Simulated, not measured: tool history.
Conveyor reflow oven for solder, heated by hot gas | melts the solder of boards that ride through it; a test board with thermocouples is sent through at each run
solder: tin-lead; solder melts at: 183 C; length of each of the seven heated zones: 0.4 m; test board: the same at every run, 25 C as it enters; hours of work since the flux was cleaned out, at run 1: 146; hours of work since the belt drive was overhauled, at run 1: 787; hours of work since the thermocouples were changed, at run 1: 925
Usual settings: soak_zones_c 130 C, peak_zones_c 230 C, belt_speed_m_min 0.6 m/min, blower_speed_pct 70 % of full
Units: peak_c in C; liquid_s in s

run    hour  soak_zones_c  peak_zones_c  belt_speed_m_min  blower_speed_pct  hours of work since the flux was cleaned out  hours of work since the belt drive was overhauled  hours of work since the thermocouples were changed  peak_c  liquid_s
  1       0           130           230               0.6                70                                           146                                                787                                                 925   204.4      43.7
       55.6  -- flux residue cleaned out of gas plates and filters
  2    57.1           130           230               0.6                70                                             1                                                827                                                 965   206.6      46.7
  3   120.9           130           230             0.688                70                                            50                                                876                                                1013   201.1      32.9
  4   172.5           130           230             0.688                70                                            89                                                915                                                1052   200.7      30.9
  5   213.1           130           230             0.688                70                                           120                                                946                                                1083   199.3      31.2
  6   261.4           130           230               0.6                70                                           157                                                983                                                1120     205      44.4
      304.3  -- flux residue cleaned out of gas plates and filters
  7   328.3           130           230               0.6                70                                            18                                               1030                                                1167   206.7      46.5
      345.7  -- thermocouples of zones 6 and 7 changed
  8   367.9           130           230               0.6                70                                            47                                               1059                                                  17   208.9      49.4
  9   434.9           130           230               0.6                85                                            98                                               1110                                                  68   211.2        52
 10   494.7           130           230               0.6                70                                           144                                               1155                                                 113   206.8        47
 11     537           138           230               0.6                70                                           176                                               1187                                                 146   209.7      51.4
      556.7  -- flux residue cleaned out of gas plates and filters
 12   592.5           138           230               0.6                71                                            27                                               1226                                                 184   209.6      53.8
      635.3  -- belt drive overhauled, speed set with a stopwatch
 13   661.6           138           230               0.6                56                                            77                                                 20                                                 234   206.9        48
 14   713.7           130           230               0.6                62                                           117                                                 60                                                 274   206.4      44.6
 15   779.9           130           230               0.6                62                                           167                                                110                                                 324   204.2        45
      809.2  -- belt drive overhauled, speed set with a stopwatch, once more
      814.2  -- flux residue cleaned out of gas plates and filters
 16   849.6           130           240             0.652                70                                            27                                                 27                                                 370   212.5      46.6
 17   891.9           144           240             0.493                50                                            59                                                 59                                                 402   221.2      77.9
 18   924.7           144           240             0.493                50                                            84                                                 84                                                 427   219.9      78.9
 19   996.1           117           230               0.6                63                                           139                                                139                                                 482   200.7      35.5
 20  1046.4           117           230               0.6                63                                           177                                                177                                                 520   201.4      34.5
     1062.8  -- flux residue cleaned out of gas plates and filters
 21    1117           119           230               0.6                76                                            41                                                227                                                 570   206.1      41.8
 22  1177.2           132           230               0.6                75                                            87                                                273                                                 616   207.7      48.8
 23  1214.1           129           230               0.6                57                                           115                                                301                                                 644   203.6      39.8
 24  1285.5           142           226             0.691                87                                           170                                                355                                                 699   203.4      39.7
     1312.2  -- flux residue cleaned out of gas plates and filters
 25  1327.9           142           226             0.691                87                                            12                                                384                                                 727   204.9      41.2
 26    1385           130           230             0.617                73                                            55                                                427                                                 770   205.6      43.6
 27  1432.5           145           245             0.697                87                                            92                                                464                                                 807   218.7      54.9
 28  1470.3           145           245             0.697                87                                           120                                                492                                                 835   218.2      54.4
 29  1506.5           128           245             0.697                60                                           148                                                520                                                 863   206.9      37.9

Measured less the same run without the tool's hidden state. The same run-to-run variation is in both; the gauge's scatter may not be:
The hidden state here: heat that the gas passes to the board, % of a clean oven's; belt's true speed, % of the reading; true gas temperature in zones 6 and 7 over the reading, C; drift of the gauge itself on peak_c, C; drift of the gauge itself on liquid_s, %.
run  peak_c  liquid_s
  1    -4.1      -4.8
  2    -2.3      -2.1
  3    -2.7        -3
  4    -3.2      -3.6
  5    -3.6      -4.2
  6    -4.1      -4.5
  7    -2.8      -2.5
  8    +0.1      +0.6
  9    -0.6      -0.2
 10      -1      -0.9
 11    -1.3      -1.1
 12    -0.1      +0.6
 13    -0.4      +0.2
 14      -1      -0.6
 15    -1.6      -1.5
 16      -1        -1
 17    -1.3      -1.2
 18    -1.5      -1.4
 19    -2.5      -3.4
 20      -3      -4.1
 21    -1.6      -1.8
 22    -2.1      -2.3
 23    -2.4      -3.2
 24    -3.2      -3.6
 25    -1.7      -1.5
 26    -2.2      -2.3
 27    -2.7      -1.7
 28    -3.1        -2
 29    -3.4      -3.2

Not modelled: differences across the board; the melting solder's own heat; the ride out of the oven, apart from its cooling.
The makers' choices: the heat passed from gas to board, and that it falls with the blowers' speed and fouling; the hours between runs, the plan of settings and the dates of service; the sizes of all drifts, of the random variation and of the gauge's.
